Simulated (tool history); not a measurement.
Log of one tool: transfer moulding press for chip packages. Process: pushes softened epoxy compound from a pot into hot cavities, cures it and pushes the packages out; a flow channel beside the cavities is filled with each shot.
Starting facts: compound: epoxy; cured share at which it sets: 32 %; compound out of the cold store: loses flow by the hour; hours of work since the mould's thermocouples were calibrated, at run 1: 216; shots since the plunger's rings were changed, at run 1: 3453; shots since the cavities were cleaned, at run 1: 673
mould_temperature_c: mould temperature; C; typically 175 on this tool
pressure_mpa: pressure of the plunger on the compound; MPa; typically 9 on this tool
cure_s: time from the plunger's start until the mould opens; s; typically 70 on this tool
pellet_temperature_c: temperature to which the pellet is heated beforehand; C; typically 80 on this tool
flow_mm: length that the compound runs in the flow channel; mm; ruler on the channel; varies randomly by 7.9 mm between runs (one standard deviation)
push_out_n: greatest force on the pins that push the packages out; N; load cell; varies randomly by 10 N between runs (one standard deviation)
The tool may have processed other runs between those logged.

run	day	mould_temperature_c	pressure_mpa	cure_s	pellet_temperature_c	hours of work since the mould's thermocouples were calibrated	shots since the plunger's rings were changed	shots since the cavities were cleaned	incoming compound's hours out of the cold store	flow_mm	push_out_n
1	0	175	9	70	80	216	3453	673	10.7	893	996
# day 0.254: cavities cleaned with cleaning compound and waxed
# day 1.867: cavities cleaned with cleaning compound and waxed
2	2.262	175	10.69	70	80	256	4502	194	45.9	789	645
# day 2.725: plunger's sealing rings changed
# day 3.596: cavities cleaned with cleaning compound and waxed
3	4.554	175	9	70	80	296	868	472	28.5	861	860
# day 5.088: cavities cleaned with cleaning compound and waxed
# day 6.833: cavities cleaned with cleaning compound and waxed
4	6.908	175	9	70	80	338	1962	36	9.9	930	527
# day 8.475: cavities cleaned with cleaning compound and waxed
5	9.262	175	7.41	70	80	381	3089	387	10.6	823	770
# day 10.1: cavities cleaned with cleaning compound and waxed
6	11.246	175	9	70	87	416	4033	564	35.7	773	860
# day 11.596: cavities cleaned with cleaning compound and waxed
# day 12.592: plunger's sealing rings changed
# day 12.946: mould's thermocouples calibrated
# day 13.288: cavities cleaned with cleaning compound and waxed
7	13.775	175	9	70	85	14	511	240	9.4	971	717
# day 14.879: cavities cleaned with cleaning compound and waxed
8	16.217	175	9	70	85	59	1678	656	41.1	793	933
# day 16.442: cavities cleaned with cleaning compound and waxed
# day 18.038: cavities cleaned with cleaning compound and waxed
9	18.629	175	9	70	85	102	2803	291	24.7	845	740
# day 19.6: cavities cleaned with cleaning compound and waxed
10	20.408	175	9	70	87	134	3646	397	44.4	742	765
# day 21.212: cavities cleaned with cleaning compound and waxed
11	22.258	175	9	70	87	167	4525	515	19.4	857	863
# day 22.638: plunger's sealing rings changed
# day 22.992: cavities cleaned with cleaning compound and waxed
12	24.021	175	9	70	87	197	647	504	44.4	776	847
# day 24.558: cavities cleaned with cleaning compound and waxed
# day 26.271: cavities cleaned with cleaning compound and waxed
13	27.112	175	8.51	92	72	253	2105	414	44.2	746	713
# day 27.812: cavities cleaned with cleaning compound and waxed
# day 29.546: cavities cleaned with cleaning compound and waxed
14	29.829	175	8.51	92	72	301	3379	139	26.9	798	539
# day 31.062: cavities cleaned with cleaning compound and waxed
# day 32.629: plunger's sealing rings changed
# day 32.692: cavities cleaned with cleaning compound and waxed
15	32.908	175	8.51	92	72	354	107	107	11.9	915	520
# day 34.308: cavities cleaned with cleaning compound and waxed
16	35.188	175	8.51	92	72	396	1195	430	46.4	753	717
# day 35.829: cavities cleaned with cleaning compound and waxed
# day 37.383: cavities cleaned with cleaning compound and waxed
# day 37.85: mould's thermocouples calibrated
17	37.971	175	10.78	70	80	2	2460	246	16.5	986	720

Estimate the outcome of run 18 from the log above:
# day 39.1: cavities cleaned with cleaning compound and waxed
# day 40.679: cavities cleaned with cleaning compound and waxed
18	41.088	178	8.69	82	78	58	3929	199	11.3	?	?

Run 18 measured flow_mm 871 mm, push_out_n 561 N.
With no hidden state in the tool, this same run would have given flow_mm 931 mm, push_out_n 396 N.
